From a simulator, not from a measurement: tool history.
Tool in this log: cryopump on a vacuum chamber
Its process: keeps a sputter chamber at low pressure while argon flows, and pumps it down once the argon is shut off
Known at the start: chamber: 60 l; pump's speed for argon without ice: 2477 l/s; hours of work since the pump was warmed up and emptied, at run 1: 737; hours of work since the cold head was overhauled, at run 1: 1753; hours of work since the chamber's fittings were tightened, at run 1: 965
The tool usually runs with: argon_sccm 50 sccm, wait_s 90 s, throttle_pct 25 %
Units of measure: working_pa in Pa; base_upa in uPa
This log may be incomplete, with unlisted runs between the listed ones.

| run | hour | argon_sccm | wait_s | throttle_pct | hours of work since the pump was warmed up and emptied | hours of work since the cold head was overhauled | hours of work since the chamber's fittings were tightened | working_pa | base_upa |
|---|---|---|---|---|---|---|---|---|---|
| 1 | 0 | 50 | 90 | 25 | 737 | 1753 | 965 | 0.1492 | 1.45 |
| 2 | 45.7 | 50 | 90 | 25 | 771 | 1787 | 999 | 0.1494 | 1.58 |
| 3 | 74.2 | 50 | 90 | 25 | 792 | 1808 | 1020 | 0.1507 | 1.59 |
| 4 | 120.2 | 50 | 90 | 25 | 826 | 1842 | 1054 | 0.151 | 1.65 |
| 5 | 164 | 50 | 90 | 25 | 858 | 1874 | 1086 | 0.1515 | 1.73 |
| 6 | 208.6 | 50 | 90 | 25 | 890 | 1907 | 1118 | 0.1528 | 1.79 |
| 7 | 262.6 | 50 | 270 | 25 | 930 | 1946 | 1158 | 0.1533 | 1.78 |
| 8 | 313.2 | 50 | 52 | 41 | 967 | 1983 | 1195 | 0.1009 | 2.05 |
| 9 | 342.8 | 50 | 34 | 41 | 989 | 2005 | 1217 | 0.1014 | 2.26 |
|  | 366.8 | pump warmed up, emptied and cooled again |
| 10 | 403.8 | 31 | 255 | 25 | 27 | 2046 | 1258 | 0.0852 | 1.31 |
| 11 | 448 | 31 | 56 | 25 | 60 | 2079 | 1291 | 0.0855 | 1.62 |
| 12 | 482.5 | 31 | 218 | 25 | 85 | 2104 | 1316 | 0.0861 | 1.41 |
| 13 | 533.4 | 31 | 218 | 25 | 122 | 2141 | 1353 | 0.0853 | 1.48 |
|  | 598.5 | leaking fittings of the chamber tightened, without venting |
| 14 | 599.1 | 56 | 152 | 46 | 169 | 2188 | 0 | 0.0872 | 0.26 |

Branching from run 14: 3 alternative next runs. What would each branch give?
| A | 651.2 | 50 | 212 | 25 | 207 | 2226 | 39 | ? | ? |
| B | 651.2 | 24 | 152 | 39 | 207 | 2226 | 39 | ? | ? |
| C | 651.2 | 56 | 152 | 54 | 207 | 2226 | 39 | ? | ? |

| run | working_pa | base_upa |
|---|---|---|
| A | 0.1405 | 0.29 |
| B | 0.0436 | 0.32 |
| C | 0.0745 | 0.28 |
The same runs, with their run-to-run variation unchanged, on a tool lacking any hidden condition would have given:
| run | working_pa | base_upa |
|---|---|---|
| A | 0.1366 | 0.22 |
| B | 0.0418 | 0.25 |
| C | 0.0702 | 0.22 |

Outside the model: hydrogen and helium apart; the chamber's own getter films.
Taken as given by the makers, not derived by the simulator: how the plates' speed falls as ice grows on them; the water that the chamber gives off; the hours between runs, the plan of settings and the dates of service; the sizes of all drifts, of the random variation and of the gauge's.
